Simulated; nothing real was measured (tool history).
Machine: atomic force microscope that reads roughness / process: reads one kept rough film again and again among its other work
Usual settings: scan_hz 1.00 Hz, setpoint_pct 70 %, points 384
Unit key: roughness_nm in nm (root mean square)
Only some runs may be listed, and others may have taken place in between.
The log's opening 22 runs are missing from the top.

At hour 316.6: new tip fitted.
At hour 318.8: height scale calibrated on a step standard, once more.
Run 23, hour 330.6: usual settings but scan_hz 0.55 Hz, setpoint_pct 64 %, points 382. Result: roughness_nm 2.101 nm (root mean square).
Run 24, hour 340.3: usual settings but scan_hz 2.11 Hz, setpoint_pct 79 %, points 991. Result: roughness_nm 1.743 nm (root mean square).
Run 25, hour 353.4: usual settings but scan_hz 0.82 Hz, setpoint_pct 69 %, points 256. Result: roughness_nm 1.683 nm (root mean square).
Run 26, hour 374.1: usual settings but scan_hz 0.88 Hz, points 622. Result: roughness_nm 1.512 nm (root mean square).
Run 27, hour 386.6: usual settings but scan_hz 2.27 Hz, points 665. Result: roughness_nm 1.361 nm (root mean square).
Run 28, hour 402.8: usual settings but scan_hz 0.96 Hz. Result: roughness_nm 1.286 nm (root mean square).
At hour 413.8: new tip fitted.
Run 29, hour 413.9: usual settings but setpoint_pct 73 %. Result: roughness_nm 2.235 nm (root mean square).
Run 30, hour 433.6: usual settings but scan_hz 0.80 Hz, setpoint_pct 73 %, points 354. Result: roughness_nm 1.892 nm (root mean square).
Run 31, hour 448.2: usual settings but scan_hz 0.80 Hz, setpoint_pct 73 %, points 354. Result: roughness_nm 1.669 nm (root mean square).

Below are 4 alternative next runs, each starting from the tool's condition after run 31. Predict each:
Run A, hour 460.6: usual settings but scan_hz 3.59 Hz, setpoint_pct 59 %, points 263. Result: roughness_nm ?.
Run B, hour 460.6: usual settings but setpoint_pct 72 %. Result: roughness_nm ?.
Run C, hour 460.6: usual settings but scan_hz 0.78 Hz, setpoint_pct 89 %, points 697. Result: roughness_nm ?.
Run D, hour 460.6: usual settings but scan_hz 1.76 Hz, setpoint_pct 60 %, points 875. Result: roughness_nm ?.

run  roughness_nm
  A         1.490
  B         1.533
  C         1.512
  D         1.584
Take away the tool's hidden state, keep each run's random variation, and the runs would have read:
run  roughness_nm
  A         2.180
  B         2.248
  C         2.214
  D         2.318
